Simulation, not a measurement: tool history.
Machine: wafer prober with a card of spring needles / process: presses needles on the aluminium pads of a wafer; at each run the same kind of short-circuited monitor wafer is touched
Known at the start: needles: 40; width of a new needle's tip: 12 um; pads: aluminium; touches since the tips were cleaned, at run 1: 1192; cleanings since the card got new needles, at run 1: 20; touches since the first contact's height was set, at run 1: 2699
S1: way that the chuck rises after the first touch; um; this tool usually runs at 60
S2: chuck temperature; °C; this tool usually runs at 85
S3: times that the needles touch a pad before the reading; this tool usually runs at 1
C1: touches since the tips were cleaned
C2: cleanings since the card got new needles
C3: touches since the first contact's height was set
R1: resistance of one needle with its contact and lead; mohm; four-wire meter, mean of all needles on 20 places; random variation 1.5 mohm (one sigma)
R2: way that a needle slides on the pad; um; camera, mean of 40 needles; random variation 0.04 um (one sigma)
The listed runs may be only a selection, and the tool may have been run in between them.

{"run": 1, "hour": 0.0, "S1": 60, "S2": 85, "S3": 1, "C1": 1192, "C2": 20, "C3": 2699, "R1": 134, "R2": 10.5}
{"run": 2, "hour": 9.5, "S1": 60, "S2": 85, "S3": 1, "C1": 6017, "C2": 20, "C3": 7524, "R1": 135, "R2": 10.45}
{"hour": 10.4, "done": "tips cleaned on abrasive film"}
{"run": 3, "hour": 13.8, "S1": 60, "S2": 85, "S3": 1, "C1": 1778, "C2": 21, "C3": 9711, "R1": 134, "R2": 10.48}
{"run": 4, "hour": 18.7, "S1": 60, "S2": 85, "S3": 1, "C1": 4275, "C2": 21, "C3": 12208, "R1": 134, "R2": 10.44}
{"hour": 22.5, "done": "tips cleaned on abrasive film"}
{"run": 5, "hour": 27.8, "S1": 60, "S2": 85, "S3": 1, "C1": 2678, "C2": 22, "C3": 16770, "R1": 133, "R2": 10.49}
{"hour": 34.4, "done": "tips cleaned on abrasive film"}
{"run": 6, "hour": 36.1, "S1": 57, "S2": 85, "S3": 1, "C1": 853, "C2": 23, "C3": 20977, "R1": 135, "R2": 9.98}
{"run": 7, "hour": 42.8, "S1": 44, "S2": 85, "S3": 1, "C1": 4257, "C2": 23, "C3": 24381, "R1": 143, "R2": 7.72}
{"hour": 46.8, "done": "tips cleaned on abrasive film"}
{"run": 8, "hour": 52.5, "S1": 51, "S2": 54, "S3": 1, "C1": 2909, "C2": 24, "C3": 29270, "R1": 136, "R2": 8.9}
{"hour": 58.9, "done": "tips cleaned on abrasive film"}
{"run": 9, "hour": 61.5, "S1": 51, "S2": 54, "S3": 1, "C1": 1319, "C2": 25, "C3": 33836, "R1": 133, "R2": 8.93}
{"run": 10, "hour": 66.7, "S1": 43, "S2": 25, "S3": 1, "C1": 3941, "C2": 25, "C3": 36458, "R1": 133, "R2": 7.5}
{"hour": 71.3, "done": "tips cleaned on abrasive film"}
{"run": 11, "hour": 74.1, "S1": 43, "S2": 25, "S3": 1, "C1": 1447, "C2": 26, "C3": 40220, "R1": 133, "R2": 7.51}
{"run": 12, "hour": 81.0, "S1": 80, "S2": 97, "S3": 1, "C1": 4932, "C2": 26, "C3": 43705, "R1": 132, "R2": 14.1}
{"hour": 83.3, "done": "tips cleaned on abrasive film"}
{"run": 13, "hour": 86.0, "S1": 61, "S2": 110, "S3": 2, "C1": 1391, "C2": 27, "C3": 46243, "R1": 138, "R2": 10.75}

What if the next run were any one of these 4? Each begins from the tool's condition after run 13:
{"run": "A", "hour": 93.5, "S1": 61, "S2": 110, "S3": 2, "C1": 5212, "C2": 27, "C3": 50064, "R1": "?", "R2": "?"}
{"run": "B", "hour": 93.5, "S1": 70, "S2": 36, "S3": 2, "C1": 5212, "C2": 27, "C3": 50064, "R1": "?", "R2": "?"}
{"run": "C", "hour": 93.5, "S1": 61, "S2": 41, "S3": 2, "C1": 5212, "C2": 27, "C3": 50064, "R1": "?", "R2": "?"}
{"run": "D", "hour": 93.5, "S1": 60, "S2": 40, "S3": 1, "C1": 5212, "C2": 27, "C3": 50064, "R1": "?", "R2": "?"}

run=A R1=137 R2=10.71
run=B R1=126 R2=12.27
run=C R1=128 R2=10.68
run=D R1=126 R2=10.50
Take away the tool's hidden state, keep each run's random variation, and the runs would have read:
run=A R1=136 R2=10.62
run=B R1=125 R2=12.16
run=C R1=128 R2=10.59
run=D R1=125 R2=10.41
